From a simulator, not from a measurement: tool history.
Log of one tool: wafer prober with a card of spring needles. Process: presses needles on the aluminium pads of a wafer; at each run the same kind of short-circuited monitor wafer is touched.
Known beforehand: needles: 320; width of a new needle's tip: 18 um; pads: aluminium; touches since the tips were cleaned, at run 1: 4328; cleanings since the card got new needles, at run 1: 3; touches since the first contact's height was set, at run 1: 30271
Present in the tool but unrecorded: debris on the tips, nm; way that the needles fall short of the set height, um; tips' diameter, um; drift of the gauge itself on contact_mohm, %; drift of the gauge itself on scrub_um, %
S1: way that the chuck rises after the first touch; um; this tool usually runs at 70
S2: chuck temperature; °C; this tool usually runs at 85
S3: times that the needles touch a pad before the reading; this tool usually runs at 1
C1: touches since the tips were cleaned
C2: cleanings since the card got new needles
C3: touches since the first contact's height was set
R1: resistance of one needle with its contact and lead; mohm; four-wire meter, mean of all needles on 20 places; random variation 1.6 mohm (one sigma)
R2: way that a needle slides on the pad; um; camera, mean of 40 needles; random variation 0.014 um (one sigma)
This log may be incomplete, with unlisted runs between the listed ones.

run	day	S1	S2	S3	C1	C2	C3	R1	R2
1	0	70	85	1	4328	3	30271	226	16.3
# day 0.442: tips cleaned on abrasive film
# day 1.154: tips cleaned on abrasive film
2	1.262	70	85	1	1284	5	44902	187	16.26
# day 1.904: tips cleaned on abrasive film
3	2.242	70	85	1	3972	6	56282	226	16.28
# day 2.721: tips cleaned on abrasive film
# day 3.392: tips cleaned on abrasive film
4	3.871	70	77	1	5572	8	75147	243	16.25
# day 4.154: tips cleaned on abrasive film
# day 4.875: tips cleaned on abrasive film
# day 5.583: tips cleaned on abrasive film
5	5.767	70	85	3	2165	11	97130	176	16.22
# day 6.304: tips cleaned on abrasive film
# day 7: tips cleaned on abrasive film
6	7.054	70	85	3	632	13	112028	172	16.2
# day 7.396: height of the first contact set anew
# day 7.829: tips cleaned on abrasive film
7	8.042	70	85	3	2486	14	7471	184	16.32
# day 8.608: tips cleaned on abrasive film
# day 9.325: tips cleaned on abrasive film
# day 10.008: tips cleaned on abrasive film
8	10.008	70	85	1	0	17	30233	171	16.3
# day 10.712: tips cleaned on abrasive film
# day 11.471: tips cleaned on abrasive film
# day 12.175: tips cleaned on abrasive film
9	12.175	70	85	1	0	20	55375	168	16.24
# day 12.892: tips cleaned on abrasive film
# day 13.675: tips cleaned on abrasive film
10	14.104	70	85	1	4982	22	77739	234	16.25
# day 14.479: tips cleaned on abrasive film
# day 15.288: tips cleaned on abrasive film
11	15.308	70	91	1	287	24	91719	178	16.22
# day 16.112: tips cleaned on abrasive film
# day 16.929: tips cleaned on abrasive film
12	17.233	70	91	1	3566	26	114051	224	16.19
# day 17.367: height of the first contact set anew
# day 17.646: tips cleaned on abrasive film
# day 18.408: tips cleaned on abrasive film
# day 19.233: tips cleaned on abrasive film
13	19.654	70	34	1	4926	29	26501	235	16.28
# day 20.004: tips cleaned on abrasive film
# day 20.779: tips cleaned on abrasive film
14	21.033	54	91	1	2967	31	42484	260	12.54
# day 21.525: tips cleaned on abrasive film
# day 22.258: tips cleaned on abrasive film
# day 22.958: tips cleaned on abrasive film
15	23.171	75	60	1	2452	34	67253	207	17.39
# day 23.671: tips cleaned on abrasive film
# day 24.383: tips cleaned on abrasive film
16	24.562	75	26	2	2071	36	83375	176	17.38

Forecast each of these 3 alternatives for the next run:
# day 25.062: tips cleaned on abrasive film
# day 25.867: tips cleaned on abrasive film
A	26.246	65	29	1	4397	38	102903	?	?
# day 25.062: tips cleaned on abrasive film
# day 25.867: tips cleaned on abrasive film
B	26.246	75	125	2	4397	38	102903	?	?
# day 25.062: tips cleaned on abrasive film
# day 25.867: tips cleaned on abrasive film
C	26.246	90	89	1	4397	38	102903	?	?

run	R1	R2
A	243	15.02
B	203	17.36
C	206	20.84
Without the tool's hidden state the same runs would have given:
run	R1	R2
A	153	15.16
B	167	17.51
C	160	20.98

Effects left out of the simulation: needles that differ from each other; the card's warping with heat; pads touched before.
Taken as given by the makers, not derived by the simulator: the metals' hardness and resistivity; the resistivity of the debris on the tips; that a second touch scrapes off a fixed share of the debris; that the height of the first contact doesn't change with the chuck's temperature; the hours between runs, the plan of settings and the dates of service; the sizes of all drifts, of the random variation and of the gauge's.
